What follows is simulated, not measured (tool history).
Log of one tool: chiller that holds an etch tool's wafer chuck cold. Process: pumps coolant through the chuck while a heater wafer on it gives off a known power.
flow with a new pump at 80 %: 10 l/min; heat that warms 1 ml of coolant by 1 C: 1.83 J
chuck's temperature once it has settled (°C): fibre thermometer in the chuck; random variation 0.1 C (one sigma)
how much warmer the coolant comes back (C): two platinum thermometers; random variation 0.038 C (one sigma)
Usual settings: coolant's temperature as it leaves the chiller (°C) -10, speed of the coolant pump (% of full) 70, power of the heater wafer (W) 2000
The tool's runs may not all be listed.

| run | hour | coolant's temperature as it leaves the chiller (°C) | speed of the coolant pump (% of full) | power of the heater wafer (W) | chuck's temperature once it has settled (°C) | how much warmer the coolant comes back (C) |
|---|---|---|---|---|---|---|
| 1 | 0.0 | -10 | 70 | 2000 | 8.0 | 7.64 |
| 2 | 44.6 | -10 | 70 | 2000 | 8.0 | 7.61 |
| 3 | 106.6 | -10 | 70 | 2000 | 8.1 | 7.66 |
| 4 | 147.2 | -10 | 64 | 2000 | 9.3 | 8.43 |
| 5 | 215.3 | -10 | 64 | 2000 | 9.4 | 8.51 |
| 6 | 253.6 | -10 | 64 | 2000 | 9.1 | 8.53 |
| 7 | 291.9 | -10 | 64 | 2000 | 9.0 | 8.60 |
| 8 | 336.1 | -10 | 70 | 2000 | 8.1 | 7.77 |
| 9 | 374.0 | -10 | 70 | 2000 | 8.1 | 7.77 |
| 10 | 442.2 | -10 | 70 | 2000 | 8.2 | 7.75 |
| 11 | 477.7 | -10 | 70 | 2000 | 8.1 | 7.78 |
| 12 | 516.3 | -10 | 70 | 1368 | 2.4 | 5.38 |
| 13 | 597.2 | -10 | 70 | 2000 | 8.0 | 7.88 |
| 14 | 670.2 | -10 | 70 | 2000 | 8.1 | 7.84 |
|  | 749.2 | gauge calibrated |
| 15 | 749.2 | -10 | 70 | 2000 | 7.8 | 7.62 |
| 16 | 823.4 | -10 | 70 | 2000 | 8.2 | 7.66 |
| 17 | 862.5 | -10 | 70 | 2000 | 8.1 | 7.73 |
| 18 | 934.1 | -15 | 70 | 2292 | 5.8 | 8.79 |
| 19 | 994.7 | -15 | 70 | 2292 | 5.9 | 8.82 |
| 20 | 1066.8 | -15 | 65 | 1343 | -2.2 | 5.68 |
| 21 | 1121.2 | -9 | 68 | 2000 | 9.5 | 7.99 |
| 22 | 1196.4 | -9 | 68 | 2000 | 9.3 | 8.09 |
| 23 | 1238.6 | -9 | 73 | 2207 | 10.3 | 8.20 |
|  | 1273.3 | chiller's thermometer calibrated |
| 24 | 1313.4 | -10 | 86 | 2000 | 5.6 | 6.26 |
| 25 | 1351.7 | -3 | 61 | 2000 | 17.0 | 9.16 |
| 26 | 1429.0 | -3 | 61 | 2000 | 17.0 | 9.12 |
| 27 | 1505.8 | -4 | 73 | 1772 | 11.7 | 6.78 |
| 28 | 1552.3 | -4 | 73 | 1772 | 11.6 | 6.78 |
| 29 | 1592.0 | 0 | 92 | 1772 | 13.2 | 5.28 |
| 30 | 1663.5 | -10 | 87 | 1820 | 4.0 | 5.76 |
| 31 | 1729.6 | -10 | 87 | 1820 | 4.2 | 5.80 |

Hidden state or all else? Some run-to-run changes of how much warmer the coolant comes back (C), split into what the settings, what came in and random variation would give without the hidden state, and what is left for the hidden state (with any gauge scatter that isn't in both results):
The hidden state here: heat passed by the chuck's channels, % of clean ones'; flow at a given pump speed, % of a new pump's; coolant's true temperature over the reading, C; drift of the gauge itself on chuck_c, C; drift of the gauge itself on warmer_back_c, C.
Run 12 -> 13: power of the heater wafer (W) 1368 -> 2000. how much warmer the coolant comes back (C) +2.50: hidden state +0.04, all else +2.46.
Run 14 -> 15: gauge calibrated. how much warmer the coolant comes back (C) -0.22: hidden state -0.26, all else +0.04.
Run 15 -> 16: no setting changed, nothing entered. how much warmer the coolant comes back (C) +0.04: hidden state +0.03, all else +0.01.
Run 19 -> 20: speed of the coolant pump (% of full) 70 -> 65, power of the heater wafer (W) 2292 -> 1343. how much warmer the coolant comes back (C) -3.14: hidden state +0.03, all else -3.17.
Run 24 -> 25: coolant's temperature as it leaves the chiller (°C) -10 -> -3, speed of the coolant pump (% of full) 86 -> 61. how much warmer the coolant comes back (C) +2.90: hidden state +0.02, all else +2.88.
